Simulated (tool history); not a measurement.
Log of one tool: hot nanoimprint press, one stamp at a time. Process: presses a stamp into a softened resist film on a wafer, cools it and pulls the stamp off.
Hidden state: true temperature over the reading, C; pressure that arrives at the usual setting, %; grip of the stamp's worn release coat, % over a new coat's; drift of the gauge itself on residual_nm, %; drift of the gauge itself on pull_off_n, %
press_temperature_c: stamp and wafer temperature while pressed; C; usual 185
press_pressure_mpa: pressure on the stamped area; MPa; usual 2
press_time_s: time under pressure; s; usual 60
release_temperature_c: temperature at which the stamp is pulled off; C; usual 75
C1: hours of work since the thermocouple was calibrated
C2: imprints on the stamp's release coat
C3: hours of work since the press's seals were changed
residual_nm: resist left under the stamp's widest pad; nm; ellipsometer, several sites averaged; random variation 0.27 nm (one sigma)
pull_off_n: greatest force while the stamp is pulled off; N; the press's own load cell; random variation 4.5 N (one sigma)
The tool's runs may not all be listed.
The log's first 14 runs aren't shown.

Run 15, hour 179.3: usual settings but press_time_s 37 s; C1 182; C2 1714; C3 436. Result: residual_nm 128 nm, pull_off_n 224 N.
Run 16, hour 190.9: usual settings; C1 190; C2 1777; C3 444. Result: residual_nm 110.2 nm, pull_off_n 227 N.
Run 17, hour 205.1: usual settings but press_temperature_c 196 C, press_time_s 116 s; C1 200; C2 1854; C3 454. Result: residual_nm 65.4 nm, pull_off_n 232 N.
Run 18, hour 217.2: usual settings but press_temperature_c 196 C, press_time_s 116 s; C1 208; C2 1919; C3 463. Result: residual_nm 65.4 nm, pull_off_n 222 N.
Run 19, hour 231.2: usual settings but press_temperature_c 196 C, press_pressure_mpa 1.67 MPa, press_time_s 37 s, release_temperature_c 63 C; C1 218; C2 1995; C3 473. Result: residual_nm 110.6 nm, pull_off_n 275 N.
Run 20, hour 239: usual settings but press_temperature_c 193 C, press_time_s 102 s, release_temperature_c 79 C; C1 224; C2 2037; C3 478. Result: residual_nm 74.9 nm, pull_off_n 207 N.
Run 21, hour 246.3: usual settings but press_temperature_c 193 C, press_pressure_mpa 1.2 MPa, press_time_s 102 s, release_temperature_c 79 C; C1 229; C2 2077; C3 483. Result: residual_nm 93.3 nm, pull_off_n 211 N.
Run 22, hour 253.6: usual settings but press_pressure_mpa 1.95 MPa, release_temperature_c 79 C; C1 234; C2 2116; C3 488. Result: residual_nm 112.1 nm, pull_off_n 202 N.
Run 23, hour 271.5: usual settings but press_pressure_mpa 1.95 MPa, release_temperature_c 66 C; C1 246; C2 2213; C3 501. Result: residual_nm 111.3 nm, pull_off_n 259 N.
Run 24, hour 279.3: usual settings but press_temperature_c 175 C, press_pressure_mpa 2.4 MPa, release_temperature_c 66 C; C1 252; C2 2256; C3 506. Result: residual_nm 129.6 nm, pull_off_n 263 N.

Forecast run 25:
Run 25, hour 286.7: usual settings but press_temperature_c 177 C, press_pressure_mpa 1.45 MPa, press_time_s 56 s, release_temperature_c 72 C; C1 257; C2 2296; C3 512. Result: residual_nm ?, pull_off_n ?.

residual_nm: 147.2 nm
pull_off_n: 237 N
Without the tool's hidden state the same run would have given residual_nm 147.1 nm, pull_off_n 234 N.

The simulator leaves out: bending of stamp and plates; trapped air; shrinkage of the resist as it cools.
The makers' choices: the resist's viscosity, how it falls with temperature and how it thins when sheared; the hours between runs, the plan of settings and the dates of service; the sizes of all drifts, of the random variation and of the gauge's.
